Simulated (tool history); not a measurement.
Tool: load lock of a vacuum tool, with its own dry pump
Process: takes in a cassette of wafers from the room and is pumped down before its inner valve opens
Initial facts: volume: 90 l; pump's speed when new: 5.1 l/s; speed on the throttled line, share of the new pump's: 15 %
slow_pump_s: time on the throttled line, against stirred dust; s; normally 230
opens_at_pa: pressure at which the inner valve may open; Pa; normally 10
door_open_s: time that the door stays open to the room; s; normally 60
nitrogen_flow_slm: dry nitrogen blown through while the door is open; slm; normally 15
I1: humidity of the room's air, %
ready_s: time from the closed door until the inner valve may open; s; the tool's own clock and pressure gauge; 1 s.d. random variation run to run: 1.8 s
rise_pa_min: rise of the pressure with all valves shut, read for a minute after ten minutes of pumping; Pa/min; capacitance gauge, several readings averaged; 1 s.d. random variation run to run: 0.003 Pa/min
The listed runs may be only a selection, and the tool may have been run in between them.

run 1 hour=0 | slow_pump_s=230 opens_at_pa=10 door_open_s=60 nitrogen_flow_slm=15 | I1=42.7 | ready_s=391.2 rise_pa_min=0.134
run 2 hour=283.3 | slow_pump_s=230 opens_at_pa=11 door_open_s=60 nitrogen_flow_slm=15 | I1=44.8 | ready_s=386.4 rise_pa_min=0.132
run 3 hour=601.6 | slow_pump_s=330 opens_at_pa=11 door_open_s=60 nitrogen_flow_slm=15 | I1=43.6 | ready_s=467.7 rise_pa_min=0.147
run 4 hour=805.8 | slow_pump_s=259 opens_at_pa=11 door_open_s=60 nitrogen_flow_slm=15 | I1=45.3 | ready_s=409.4 rise_pa_min=0.144
run 5 hour=1234.6 | slow_pump_s=230 opens_at_pa=10 door_open_s=60 nitrogen_flow_slm=13 | I1=41.3 | ready_s=394.3 rise_pa_min=0.155
run 6 hour=1607.1 | slow_pump_s=230 opens_at_pa=10 door_open_s=60 nitrogen_flow_slm=13 | I1=45.6 | ready_s=390.7 rise_pa_min=0.154
run 7 hour=1947.1 | slow_pump_s=230 opens_at_pa=10 door_open_s=60 nitrogen_flow_slm=24 | I1=45.1 | ready_s=392.7 rise_pa_min=0.147
run 8 hour=2430.7 | slow_pump_s=230 opens_at_pa=10 door_open_s=60 nitrogen_flow_slm=24 | I1=41.6 | ready_s=390.7 rise_pa_min=0.161
run 9 hour=2724.5 | slow_pump_s=230 opens_at_pa=10 door_open_s=60 nitrogen_flow_slm=24 | I1=45.4 | ready_s=396.6 rise_pa_min=0.161
run 10 hour=3017 | slow_pump_s=230 opens_at_pa=10 door_open_s=60 nitrogen_flow_slm=9 | I1=48 | ready_s=397.6 rise_pa_min=0.182
run 11 hour=3380.2 | slow_pump_s=230 opens_at_pa=10 door_open_s=60 nitrogen_flow_slm=9 | I1=45.8 | ready_s=397.6 rise_pa_min=0.185
run 12 hour=3578.2 | slow_pump_s=373 opens_at_pa=10 door_open_s=60 nitrogen_flow_slm=15 | I1=44 | ready_s=510 rise_pa_min=0.182
run 13 hour=3975.5 | slow_pump_s=373 opens_at_pa=10 door_open_s=60 nitrogen_flow_slm=15 | I1=44.8 | ready_s=513 rise_pa_min=0.185
run 14 hour=4189.4 | slow_pump_s=372 opens_at_pa=10 door_open_s=60 nitrogen_flow_slm=15 | I1=45.7 | ready_s=514.3 rise_pa_min=0.186
run 15 hour=4439.3 | slow_pump_s=372 opens_at_pa=10 door_open_s=60 nitrogen_flow_slm=15 | I1=47 | ready_s=514.3 rise_pa_min=0.199
-- hour=4516.6 door's seal changed, seat wiped
run 16 hour=4840.6 | slow_pump_s=372 opens_at_pa=10 door_open_s=60 nitrogen_flow_slm=15 | I1=43.5 | ready_s=516 rise_pa_min=0.024
run 17 hour=5144.1 | slow_pump_s=372 opens_at_pa=10 door_open_s=60 nitrogen_flow_slm=15 | I1=46.8 | ready_s=514.7 rise_pa_min=0.021
run 18 hour=5545.4 | slow_pump_s=133 opens_at_pa=10 door_open_s=60 nitrogen_flow_slm=25 | I1=43 | ready_s=323.9 rise_pa_min=0.022
run 19 hour=5816.1 | slow_pump_s=133 opens_at_pa=10 door_open_s=60 nitrogen_flow_slm=25 | I1=42.5 | ready_s=324.2 rise_pa_min=0.013
-- hour=5853.3 dry pump taken out, an overhauled one fitted
run 20 hour=6060.6 | slow_pump_s=133 opens_at_pa=10 door_open_s=60 nitrogen_flow_slm=25 | I1=46.9 | ready_s=277.6 rise_pa_min=0.026
run 21 hour=6481.2 | slow_pump_s=230 opens_at_pa=9 door_open_s=60 nitrogen_flow_slm=4 | I1=47.5 | ready_s=362.6 rise_pa_min=0.039
run 22 hour=6908.8 | slow_pump_s=230 opens_at_pa=9 door_open_s=60 nitrogen_flow_slm=4 | I1=44.8 | ready_s=362.3 rise_pa_min=0.043
run 23 hour=7152 | slow_pump_s=133 opens_at_pa=10 door_open_s=187 nitrogen_flow_slm=6 | I1=47.5 | ready_s=282.4 rise_pa_min=0.074
run 24 hour=7478.8 | slow_pump_s=230 opens_at_pa=10 door_open_s=60 nitrogen_flow_slm=13 | I1=46 | ready_s=360.8 rise_pa_min=0.035
run 25 hour=7702.2 | slow_pump_s=230 opens_at_pa=10 door_open_s=60 nitrogen_flow_slm=13 | I1=45.8 | ready_s=361.3 rise_pa_min=0.035
run 26 hour=8098.9 | slow_pump_s=230 opens_at_pa=12 door_open_s=60 nitrogen_flow_slm=18 | I1=46 | ready_s=357.5 rise_pa_min=0.036
run 27 hour=8487.9 | slow_pump_s=230 opens_at_pa=19 door_open_s=47 nitrogen_flow_slm=7 | I1=44.5 | ready_s=352 rise_pa_min=0.042
run 28 hour=8791.6 | slow_pump_s=230 opens_at_pa=12 door_open_s=47 nitrogen_flow_slm=7 | I1=45.2 | ready_s=360.1 rise_pa_min=0.038
run 29 hour=8999.6 | slow_pump_s=198 opens_at_pa=11 door_open_s=100 nitrogen_flow_slm=19 | I1=45 | ready_s=335.4 rise_pa_min=0.044
run 30 hour=9235.1 | slow_pump_s=198 opens_at_pa=11 door_open_s=100 nitrogen_flow_slm=19 | I1=41 | ready_s=335 rise_pa_min=0.044
run 31 hour=9579.6 | slow_pump_s=432 opens_at_pa=11 door_open_s=54 nitrogen_flow_slm=22 | I1=49.3 | ready_s=530.4 rise_pa_min=0.039

3 options for the next run, each taken on its own from the tool as it stands now. Forecast them:
run A hour=10011 | slow_pump_s=230 opens_at_pa=10 door_open_s=220 nitrogen_flow_slm=15 | I1=45.3 | ready_s=? rise_pa_min=?
run B hour=10011 | slow_pump_s=256 opens_at_pa=11 door_open_s=54 nitrogen_flow_slm=22 | I1=44.8 | ready_s=? rise_pa_min=?
run C hour=10011 | slow_pump_s=147 opens_at_pa=11 door_open_s=44 nitrogen_flow_slm=19 | I1=43.8 | ready_s=? rise_pa_min=?

run=A ready_s=363.8 rise_pa_min=0.082
run=B ready_s=383.8 rise_pa_min=0.038
run=C ready_s=293.1 rise_pa_min=0.043
The same runs, with their run-to-run variation unchanged, on a tool lacking any hidden condition would have given:
run=A ready_s=356.6 rise_pa_min=0.057
run=B ready_s=377.3 rise_pa_min=0.014
run=C ready_s=285.7 rise_pa_min=0.018
